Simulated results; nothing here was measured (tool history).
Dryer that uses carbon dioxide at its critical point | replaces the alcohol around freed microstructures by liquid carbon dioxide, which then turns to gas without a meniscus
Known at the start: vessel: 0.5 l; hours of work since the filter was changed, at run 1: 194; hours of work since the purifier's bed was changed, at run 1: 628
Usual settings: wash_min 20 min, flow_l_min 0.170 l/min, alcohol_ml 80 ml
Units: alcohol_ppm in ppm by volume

run	hour	wash_min	flow_l_min	alcohol_ml	hours of work since the filter was changed	hours of work since the purifier's bed was changed	alcohol_ppm
1	0.0	20	0.170	80	194	628	884
2	35.3	20	0.170	80	207	641	919
3	68.1	20	0.170	80	219	653	959
4	111.2	20	0.170	80	235	668	1013
# hour 148.2: inlet filter changed
5	164.5	20	0.170	80	6	688	542
6	208.2	20	0.170	80	22	704	589
7	233.6	20	0.225	80	31	713	260
8	272.1	29	0.170	80	45	727	243
9	313.7	27	0.170	80	61	742	273
10	350.3	27	0.170	80	74	755	284
11	393.6	27	0.170	80	90	771	285
12	448.3	27	0.170	80	110	791	312
13	508.0	27	0.170	80	132	813	321
14	545.5	27	0.170	80	145	827	330
15	591.1	27	0.170	80	162	844	350
16	625.8	20	0.142	80	175	856	1966
# hour 654.3: purifier's bed changed
17	661.3	20	0.142	80	187	3	1760
18	709.4	20	0.142	80	204	20	1927
19	739.8	20	0.167	80	215	31	889
20	795.6	20	0.167	80	236	52	965
# hour 829.0: inlet filter changed
21	829.0	20	0.167	80	0	64	396
22	867.4	20	0.167	80	14	78	428
23	907.1	20	0.167	80	29	92	442
24	959.0	25	0.195	65	48	111	67
25	1015.2	19	0.170	80	68	132	610
26	1047.3	16	0.152	31	80	143	959
27	1094.8	20	0.192	54	97	161	202
28	1123.9	21	0.262	23	108	171	65
29	1166.6	12	0.142	56	123	187	6367
30	1191.0	31	0.198	29	132	196	71
31	1234.1	31	0.170	80	148	212	97
32	1291.1	29	0.126	36	169	233	282
33	1323.7	29	0.126	36	181	244	281
34	1382.2	15	0.126	24	202	266	2506
35	1427.3	15	0.126	24	219	282	2682
36	1454.3	15	0.126	24	229	292	2748
37	1489.4	13	0.155	85	242	305	7613
# hour 1511.4: inlet filter changed
38	1516.3	19	0.178	85	2	315	463
39	1564.9	20	0.170	31	20	332	232
40	1595.3	22	0.192	75	31	343	182
41	1652.1	25	0.186	64	51	364	141
42	1711.6	25	0.186	64	73	386	159
43	1744.0	25	0.186	64	85	398	161
44	1783.6	25	0.186	113	100	412	206
45	1834.0	16	0.235	113	118	431	489
46	1882.8	16	0.170	80	136	449	1828

3 ways to go on from here, each from the tool as it stands after run 46. What would each give?
A	1915.3	28	0.266	51	148	460	?
B	1915.3	16	0.131	74	148	460	?
C	1915.3	17	0.170	70	148	460	?

run	alcohol_ppm
A	150
B	4964
C	1325
Without the tool's hidden state the same runs would have given:
run	alcohol_ppm
A	10
B	3387
C	726

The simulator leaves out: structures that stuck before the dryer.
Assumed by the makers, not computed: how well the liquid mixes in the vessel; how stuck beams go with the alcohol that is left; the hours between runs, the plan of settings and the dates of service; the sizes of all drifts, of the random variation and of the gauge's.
